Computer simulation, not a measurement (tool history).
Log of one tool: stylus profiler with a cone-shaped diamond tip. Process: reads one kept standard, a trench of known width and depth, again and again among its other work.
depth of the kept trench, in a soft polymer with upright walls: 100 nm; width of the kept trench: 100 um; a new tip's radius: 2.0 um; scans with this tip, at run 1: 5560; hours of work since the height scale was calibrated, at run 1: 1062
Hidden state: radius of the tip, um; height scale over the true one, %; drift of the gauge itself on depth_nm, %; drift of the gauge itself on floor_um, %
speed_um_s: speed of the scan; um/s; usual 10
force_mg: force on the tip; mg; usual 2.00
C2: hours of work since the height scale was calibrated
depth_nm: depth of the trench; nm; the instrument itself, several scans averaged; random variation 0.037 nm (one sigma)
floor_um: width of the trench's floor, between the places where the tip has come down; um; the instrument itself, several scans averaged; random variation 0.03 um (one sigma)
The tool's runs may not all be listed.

{"run": 1, "hour": 0.0, "speed_um_s": 10, "force_mg": 2.0, "scans with this tip": 5560, "C2": 1062, "depth_nm": 101.31, "floor_um": 98.56}
{"run": 2, "hour": 43.0, "speed_um_s": 18, "force_mg": 2.0, "scans with this tip": 5721, "C2": 1093, "depth_nm": 101.24, "floor_um": 98.44}
{"run": 3, "hour": 90.3, "speed_um_s": 10, "force_mg": 5.46, "scans with this tip": 5898, "C2": 1127, "depth_nm": 102.14, "floor_um": 98.57}
{"run": 4, "hour": 125.9, "speed_um_s": 10, "force_mg": 2.23, "scans with this tip": 6031, "C2": 1152, "depth_nm": 101.37, "floor_um": 98.52}
{"run": 5, "hour": 156.7, "speed_um_s": 2, "force_mg": 2.0, "scans with this tip": 6146, "C2": 1174, "depth_nm": 101.3, "floor_um": 98.62}
{"run": 6, "hour": 182.3, "speed_um_s": 2, "force_mg": 2.0, "scans with this tip": 6242, "C2": 1192, "depth_nm": 101.34, "floor_um": 98.62}
{"run": 7, "hour": 225.8, "speed_um_s": 2, "force_mg": 2.0, "scans with this tip": 6405, "C2": 1223, "depth_nm": 101.32, "floor_um": 98.55}
{"run": 8, "hour": 252.8, "speed_um_s": 26, "force_mg": 2.0, "scans with this tip": 6506, "C2": 1243, "depth_nm": 101.32, "floor_um": 98.41}
{"run": 9, "hour": 285.4, "speed_um_s": 26, "force_mg": 2.0, "scans with this tip": 6628, "C2": 1266, "depth_nm": 101.3, "floor_um": 98.44}
{"run": 10, "hour": 318.1, "speed_um_s": 10, "force_mg": 2.0, "scans with this tip": 6750, "C2": 1289, "depth_nm": 101.4, "floor_um": 98.57}
{"run": 11, "hour": 342.9, "speed_um_s": 10, "force_mg": 2.0, "scans with this tip": 6843, "C2": 1307, "depth_nm": 101.3, "floor_um": 98.53}
{"run": 12, "hour": 383.1, "speed_um_s": 2, "force_mg": 4.33, "scans with this tip": 6993, "C2": 1336, "depth_nm": 102.01, "floor_um": 98.54}
{"run": 13, "hour": 419.4, "speed_um_s": 18, "force_mg": 1.27, "scans with this tip": 7129, "C2": 1362, "depth_nm": 101.1, "floor_um": 98.38}
{"run": 14, "hour": 453.8, "speed_um_s": 4, "force_mg": 5.37, "scans with this tip": 7257, "C2": 1386, "depth_nm": 102.18, "floor_um": 98.53}
{"run": 15, "hour": 489.6, "speed_um_s": 3, "force_mg": 0.67, "scans with this tip": 7391, "C2": 1412, "depth_nm": 100.84, "floor_um": 98.57}
{"run": 16, "hour": 526.8, "speed_um_s": 10, "force_mg": 3.73, "scans with this tip": 7530, "C2": 1438, "depth_nm": 101.8, "floor_um": 98.51}

The next listed run, before its measurement:
{"run": 17, "hour": 562.6, "speed_um_s": 32, "force_mg": 5.89, "scans with this tip": 7664, "C2": 1464, "depth_nm": "?", "floor_um": "?"}

{"run 17": {"depth_nm": 102.51, "floor_um": 98.46}}
Without the tool's hidden state the same run would have given depth_nm 102.12 nm, floor_um 98.62 um.

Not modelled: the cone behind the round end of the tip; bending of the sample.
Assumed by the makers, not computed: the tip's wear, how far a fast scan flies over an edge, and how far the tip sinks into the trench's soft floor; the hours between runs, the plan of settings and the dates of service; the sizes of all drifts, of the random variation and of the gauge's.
